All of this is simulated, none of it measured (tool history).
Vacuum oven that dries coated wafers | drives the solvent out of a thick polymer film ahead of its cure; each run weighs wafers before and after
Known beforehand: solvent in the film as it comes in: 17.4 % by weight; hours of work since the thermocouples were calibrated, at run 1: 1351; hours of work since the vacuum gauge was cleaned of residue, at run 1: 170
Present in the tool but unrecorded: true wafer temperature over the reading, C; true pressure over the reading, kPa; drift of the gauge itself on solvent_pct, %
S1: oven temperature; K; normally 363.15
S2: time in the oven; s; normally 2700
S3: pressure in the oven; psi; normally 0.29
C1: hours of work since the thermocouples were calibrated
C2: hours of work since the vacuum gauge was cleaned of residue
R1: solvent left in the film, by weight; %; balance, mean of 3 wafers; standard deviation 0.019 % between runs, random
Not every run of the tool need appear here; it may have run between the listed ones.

run 1 day=0 | S1=363.15 S2=2700 S3=0.29 | C1=1351 C2=170 | R1=0.75
run 2 day=0.733 | S1=363.15 S2=2700 S3=0.29 | C1=1362 C2=182 | R1=0.75
run 3 day=1.283 | S1=363.15 S2=2700 S3=0.29 | C1=1371 C2=190 | R1=0.71
run 4 day=1.771 | S1=363.15 S2=2700 S3=0.29 | C1=1379 C2=198 | R1=0.74
-- day=2.317 oven's thermocouples calibrated
run 5 day=2.425 | S1=365.15 S2=2700 S3=0.29 | C1=2 C2=207 | R1=0.93
run 6 day=3.521 | S1=365.15 S2=2700 S3=0.29 | C1=19 C2=224 | R1=0.92
run 7 day=4.042 | S1=365.15 S2=2700 S3=0.29 | C1=27 C2=232 | R1=0.91
run 8 day=5.042 | S1=363.15 S2=2700 S3=0.29 | C1=43 C2=248 | R1=1.11
run 9 day=6.079 | S1=363.15 S2=2700 S3=0.29 | C1=59 C2=264 | R1=1.12
run 10 day=6.775 | S1=363.15 S2=2700 S3=0.29 | C1=70 C2=275 | R1=1.13
run 11 day=7.412 | S1=355.15 S2=2700 S3=0.29 | C1=80 C2=286 | R1=2.78
run 12 day=8.562 | S1=355.15 S2=2700 S3=0.29 | C1=98 C2=304 | R1=2.76
run 13 day=9.225 | S1=355.15 S2=2700 S3=0.29 | C1=109 C2=314 | R1=2.77
run 14 day=9.733 | S1=355.15 S2=2700 S3=0.29 | C1=117 C2=322 | R1=2.74
run 15 day=10.862 | S1=355.15 S2=2700 S3=0.29 | C1=134 C2=340 | R1=2.75
run 16 day=11.775 | S1=355.15 S2=2700 S3=0.29 | C1=149 C2=354 | R1=2.72
run 17 day=12.775 | S1=355.15 S2=1620 S3=0.29 | C1=165 C2=370 | R1=4.96
run 18 day=13.404 | S1=364.15 S2=1620 S3=0.29 | C1=174 C2=380 | R1=2.22
run 19 day=14.425 | S1=364.15 S2=1620 S3=0.29 | C1=191 C2=396 | R1=2.25
run 20 day=14.979 | S1=363.15 S2=2700 S3=0.78 | C1=199 C2=405 | R1=2.06
run 21 day=16.142 | S1=363.15 S2=2700 S3=0.78 | C1=217 C2=423 | R1=2.06
run 22 day=17.129 | S1=363.15 S2=3120 S3=0.29 | C1=233 C2=438 | R1=0.92
run 23 day=17.625 | S1=363.15 S2=2700 S3=0.219 | C1=241 C2=446 | R1=0.9
run 24 day=18.092 | S1=363.15 S2=1380 S3=0.914 | C1=248 C2=454 | R1=4.13
run 25 day=18.65 | S1=363.15 S2=1860 S3=0.97 | C1=257 C2=462 | R1=3.23
run 26 day=19.692 | S1=363.15 S2=1860 S3=0.97 | C1=273 C2=479 | R1=3.22
run 27 day=20.85 | S1=352.15 S2=2040 S3=0.97 | C1=292 C2=497 | R1=6.46
run 28 day=21.629 | S1=354.15 S2=2160 S3=0.677 | C1=304 C2=509 | R1=4.81

The next listed run, before its measurement:
run 29 day=22.704 | S1=354.15 S2=2160 S3=0.677 | C1=321 C2=526 | R1=?

{"run 29": {"R1": 4.76}}
With the hidden condition absent and the run-to-run variation left alone, this run would have shown R1 4.8 %.
